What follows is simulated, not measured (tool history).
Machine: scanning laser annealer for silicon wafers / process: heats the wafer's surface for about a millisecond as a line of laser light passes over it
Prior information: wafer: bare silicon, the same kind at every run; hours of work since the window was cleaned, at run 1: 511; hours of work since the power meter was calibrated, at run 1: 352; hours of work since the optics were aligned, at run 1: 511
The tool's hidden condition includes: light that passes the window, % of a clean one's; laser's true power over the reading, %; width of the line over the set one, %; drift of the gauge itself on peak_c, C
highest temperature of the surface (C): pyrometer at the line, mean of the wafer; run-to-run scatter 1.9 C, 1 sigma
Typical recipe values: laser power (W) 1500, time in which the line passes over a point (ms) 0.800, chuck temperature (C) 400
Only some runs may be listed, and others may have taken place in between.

run	day	laser power (W)	time in which the line passes over a point (ms)	chuck temperature (C)	hours of work since the window was cleaned	hours of work since the power meter was calibrated	hours of work since the optics were aligned	highest temperature of the surface (C)
1	0.000	1500	0.800	400	511	352	511	1140
2	1.658	1500	0.800	400	542	383	542	1137
3	2.758	1500	0.800	423	563	404	563	1159
4	3.633	1500	0.800	423	579	421	579	1155
5	4.717	1500	0.800	423	600	441	600	1155
# day 5.138: window over the wafer cleaned
6	6.683	1500	0.800	388	29	477	635	1089
7	7.604	1500	0.878	388	47	494	653	1113
8	9.150	1500	0.878	388	76	523	682	1111
9	10.412	1500	0.878	427	100	547	706	1152
10	12.338	1645	0.800	400	136	584	742	1178
11	14.012	1500	0.800	400	168	615	774	1088
12	15.267	1500	0.597	400	192	639	798	995
13	16.283	1340	0.680	369	211	658	817	915
# day 16.696: window over the wafer cleaned, once more
# day 17.217: optics aligned, line set to its width
14	17.562	1340	0.680	369	12	677	6	997
15	18.704	1500	0.652	438	34	699	28	1144
16	19.904	1311	0.800	400	57	721	51	1052
17	21.867	1311	0.800	400	94	759	88	1055
18	23.529	1445	0.744	400	125	790	119	1112
19	24.504	1371	0.752	369	144	808	138	1036
20	26.242	1505	0.671	396	177	841	171	1109
21	27.267	1505	0.625	435	196	861	190	1124
22	28.529	1505	0.625	435	220	885	214	1118
23	30.012	1500	0.800	410	248	913	242	1170
24	31.829	1500	0.800	410	282	947	276	1169

A few steps of highest temperature of the surface (C) between consecutive runs. Split each: what settings, incoming material and random variation would produce without the hidden state, and what is left over for the hidden state, along with gauge scatter present in only one of the two compared results (measured, and without hidden state):
Run 5 -> 6: chuck temperature (C) 423 -> 388, window over the wafer cleaned. highest temperature of the surface (C) -66: hidden state -34, all else -32.
Run 11 -> 12: time in which the line passes over a point (ms) 0.800 -> 0.597. highest temperature of the surface (C) -93: hidden state +12, all else -105.
Run 13 -> 14: window over the wafer cleaned, once more, optics aligned, line set to its width. highest temperature of the surface (C) +82: hidden state +82, all else +0.
Run 14 -> 15: laser power (W) 1340 -> 1500, time in which the line passes over a point (ms) 0.680 -> 0.652, chuck temperature (C) 369 -> 438. highest temperature of the surface (C) +147: hidden state -2, all else +149.
